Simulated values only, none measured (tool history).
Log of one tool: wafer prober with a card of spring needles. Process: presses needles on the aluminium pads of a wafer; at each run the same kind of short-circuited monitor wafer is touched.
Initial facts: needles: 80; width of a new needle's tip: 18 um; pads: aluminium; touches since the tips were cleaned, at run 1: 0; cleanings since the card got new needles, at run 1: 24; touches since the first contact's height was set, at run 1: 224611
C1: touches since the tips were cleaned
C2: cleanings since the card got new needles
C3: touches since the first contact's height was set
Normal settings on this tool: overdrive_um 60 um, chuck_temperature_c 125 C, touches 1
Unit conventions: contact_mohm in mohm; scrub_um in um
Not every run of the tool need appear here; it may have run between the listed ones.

Run 1, day 0: usual settings; C1 0; C2 24; C3 224611. Result: contact_mohm 221 mohm, scrub_um 16.03 um.
At day 1.121: tips cleaned on abrasive film.
At day 2.279: tips cleaned on abrasive film.
At day 2.292: height of the first contact set anew.
Run 2, day 2.95: usual settings; C1 5728; C2 26; C3 5728. Result: contact_mohm 225 mohm, scrub_um 16.01 um.
At day 3.342: tips cleaned on abrasive film.
At day 4.325: tips cleaned on abrasive film.
At day 5.371: tips cleaned on abrasive film.
Run 3, day 5.925: usual settings; C1 4783; C2 29; C3 31416. Result: contact_mohm 225 mohm, scrub_um 16.01 um.
At day 6.596: tips cleaned on abrasive film.
At day 7.588: tips cleaned on abrasive film.
Run 4, day 7.588: usual settings; C1 0; C2 31; C3 45777. Result: contact_mohm 228 mohm, scrub_um 16.01 um.
At day 8.692: tips cleaned on abrasive film.
At day 9.771: tips cleaned on abrasive film.
Run 5, day 9.938: usual settings but chuck_temperature_c 102 C; C1 1453; C2 33; C3 66119. Result: contact_mohm 219 mohm, scrub_um 16.02 um.
At day 10.796: tips cleaned on abrasive film.
Run 6, day 11.483: usual settings but chuck_temperature_c 102 C; C1 5983; C2 34; C3 79506. Result: contact_mohm 218 mohm, scrub_um 15.9 um.
At day 11.954: tips cleaned on abrasive film.
At day 12.938: tips cleaned on abrasive film.
At day 13.979: tips cleaned on abrasive film.
Run 7, day 14.079: usual settings but overdrive_um 70 um; C1 862; C2 37; C3 101926. Result: contact_mohm 219 mohm, scrub_um 18.63 um.
At day 15.1: tips cleaned on abrasive film.
Run 8, day 15.454: usual settings but chuck_temperature_c 88 C; C1 3083; C2 38; C3 113816. Result: contact_mohm 216 mohm, scrub_um 15.94 um.
At day 16.154: tips cleaned on abrasive film.
At day 17.142: tips cleaned on abrasive film.
Run 9, day 18.017: usual settings but chuck_temperature_c 88 C; C1 7579; C2 40; C3 135977. Result: contact_mohm 216 mohm, scrub_um 15.96 um.
At day 18.238: tips cleaned on abrasive film.
At day 19.325: tips cleaned on abrasive film.
Run 10, day 19.325: usual settings; C1 0; C2 42; C3 147260. Result: contact_mohm 225 mohm, scrub_um 15.99 um.
At day 20.362: tips cleaned on abrasive film.
At day 21.492: tips cleaned on abrasive film.
Run 11, day 21.929: usual settings; C1 3797; C2 44; C3 169796. Result: contact_mohm 228 mohm, scrub_um 15.88 um.
At day 22.567: tips cleaned on abrasive film.
Run 12, day 23.529: usual settings; C1 8347; C2 45; C3 183653. Result: contact_mohm 224 mohm, scrub_um 15.91 um.
At day 23.779: tips cleaned on abrasive film.
At day 24.762: tips cleaned on abrasive film.
Run 13, day 24.762: usual settings but chuck_temperature_c 30 C; C1 0; C2 47; C3 194261. Result: contact_mohm 203 mohm, scrub_um 15.92 um.
At day 25.767: tips cleaned on abrasive film.
At day 26.829: tips cleaned on abrasive film.
Run 14, day 26.829: usual settings but chuck_temperature_c 30 C; C1 0; C2 49; C3 212137. Result: contact_mohm 205 mohm, scrub_um 15.9 um.
At day 27.95: tips cleaned on abrasive film.
At day 29.133: tips cleaned on abrasive film.
Run 15, day 29.525: usual settings but chuck_temperature_c 30 C; C1 3383; C2 51; C3 235461. Result: contact_mohm 202 mohm, scrub_um 15.91 um.
At day 30.221: tips cleaned on abrasive film.
At day 30.438: height of the first contact set anew.
At day 31.292: tips cleaned on abrasive film.
Run 16, day 31.842: usual settings but overdrive_um 61 um; C1 4789; C2 53; C3 12155. Result: contact_mohm 227 mohm, scrub_um 16.1 um.
At day 32.279: tips cleaned on abrasive film.
At day 33.333: tips cleaned on abrasive film.
At day 34.488: tips cleaned on abrasive film.
Run 17, day 34.679: usual settings but overdrive_um 61 um; C1 1648; C2 56; C3 36661. Result: contact_mohm 225 mohm, scrub_um 16.11 um.
At day 35.567: tips cleaned on abrasive film.
At day 36.608: tips cleaned on abrasive film.
Run 18, day 37.2: usual settings but overdrive_um 61 um; C1 5140; C2 58; C3 58467. Result: contact_mohm 225 mohm, scrub_um 16.05 um.
At day 37.592: tips cleaned on abrasive film.
At day 38.625: tips cleaned on abrasive film.
At day 39.612: tips cleaned on abrasive film.
Run 19, day 39.817: usual settings but touches 2; C1 1777; C2 61; C3 81089. Result: contact_mohm 227 mohm, scrub_um 15.8 um.
At day 40.771: tips cleaned on abrasive film.
Run 20, day 41.204: usual settings but overdrive_um 55 um, chuck_temperature_c 35 C; C1 3779; C2 62; C3 93091. Result: contact_mohm 208 mohm, scrub_um 14.54 um.
At day 41.883: tips cleaned on abrasive film.
Run 21, day 42.508: usual settings but overdrive_um 69 um, chuck_temperature_c 88 C, touches 2; C1 5406; C2 63; C3 104365. Result: contact_mohm 211 mohm, scrub_um 18.13 um.
At day 42.971: tips cleaned on abrasive film.
At day 43.954: tips cleaned on abrasive film.
Run 22, day 44.45: usual settings but overdrive_um 64 um, chuck_temperature_c 59 C; C1 4322; C2 65; C3 121149. Result: contact_mohm 209 mohm, scrub_um 16.88 um.
At day 45.125: tips cleaned on abrasive film.
At day 46.167: tips cleaned on abrasive film.
Run 23, day 46.192: usual settings but overdrive_um 67 um, chuck_temperature_c 102 C; C1 208; C2 67; C3 136176. Result: contact_mohm 216 mohm, scrub_um 17.62 um.
At day 47.175: tips cleaned on abrasive film.
At day 48.396: tips cleaned on abrasive film.
Run 24, day 49.117: usual settings but overdrive_um 75 um, chuck_temperature_c 116 C; C1 6230; C2 69; C3 161491. Result: contact_mohm 217 mohm, scrub_um 19.72 um.
At day 49.575: tips cleaned on abrasive film.
At day 50.621: tips cleaned on abrasive film.
Run 25, day 50.988: usual settings but overdrive_um 75 um, chuck_temperature_c 116 C; C1 3182; C2 71; C3 177677. Result: contact_mohm 219 mohm, scrub_um 19.65 um.
At day 51.729: tips cleaned on abrasive film.
At day 52.792: tips cleaned on abrasive film.
Run 26, day 53.308: usual settings but overdrive_um 75 um, chuck_temperature_c 116 C; C1 4487; C2 73; C3 197741. Result: contact_mohm 221 mohm, scrub_um 19.71 um.
At day 53.938: tips cleaned on abrasive film.
Run 27, day 54.75: usual settings but overdrive_um 66 um, chuck_temperature_c 96 C; C1 7049; C2 74; C3 210209. Result: contact_mohm 217 mohm, scrub_um 17.32 um.
At day 54.996: tips cleaned on abrasive film.
At day 56.042: tips cleaned on abrasive film.
At day 57.208: tips cleaned on abrasive film.
Run 28, day 57.412: usual settings but overdrive_um 62 um, chuck_temperature_c 91 C, touches 2; C1 1776; C2 77; C3 233227. Result: contact_mohm 214 mohm, scrub_um 16.26 um.
At day 58.329: tips cleaned on abrasive film.
At day 58.538: height of the first contact set anew.
Run 29, day 58.958: usual settings but overdrive_um 63 um, chuck_temperature_c 100 C, touches 3; C1 5339; C2 78; C3 3657. Result: contact_mohm 220 mohm, scrub_um 16.62 um.
At day 59.392: tips cleaned on abrasive film.
At day 60.462: tips cleaned on abrasive film.
Run 30, day 60.808: usual settings but chuck_temperature_c 83 C; C1 2988; C2 80; C3 19643. Result: contact_mohm 218 mohm, scrub_um 15.73 um.

Alternative continuations, all from the tool just after run 30; predict every row:
At day 61.512: tips cleaned on abrasive film.
Run A, day 62.45: usual settings but overdrive_um 54 um, chuck_temperature_c 83 C, touches 3; C1 8127; C2 81; C3 33846. Result: contact_mohm ?, scrub_um ?.
At day 61.512: tips cleaned on abrasive film.
Run B, day 62.45: usual settings but chuck_temperature_c 83 C; C1 8127; C2 81; C3 33846. Result: contact_mohm ?, scrub_um ?.
At day 61.512: tips cleaned on abrasive film.
Run C, day 62.45: usual settings but chuck_temperature_c 45 C, touches 2; C1 8127; C2 81; C3 33846. Result: contact_mohm ?, scrub_um ?.
At day 61.512: tips cleaned on abrasive film.
Run D, day 62.45: usual settings but chuck_temperature_c 84 C; C1 8127; C2 81; C3 33846. Result: contact_mohm ?, scrub_um ?.

run  contact_mohm  scrub_um
  A           217     14.14
  B           219     15.82
  C           203      15.8
  D           215     15.73
Without the tool's unlogged condition, the same runs would have read:
run  contact_mohm  scrub_um
  A           217      14.4
  B           218     16.11
  C           203     16.09
  D           214     16.02
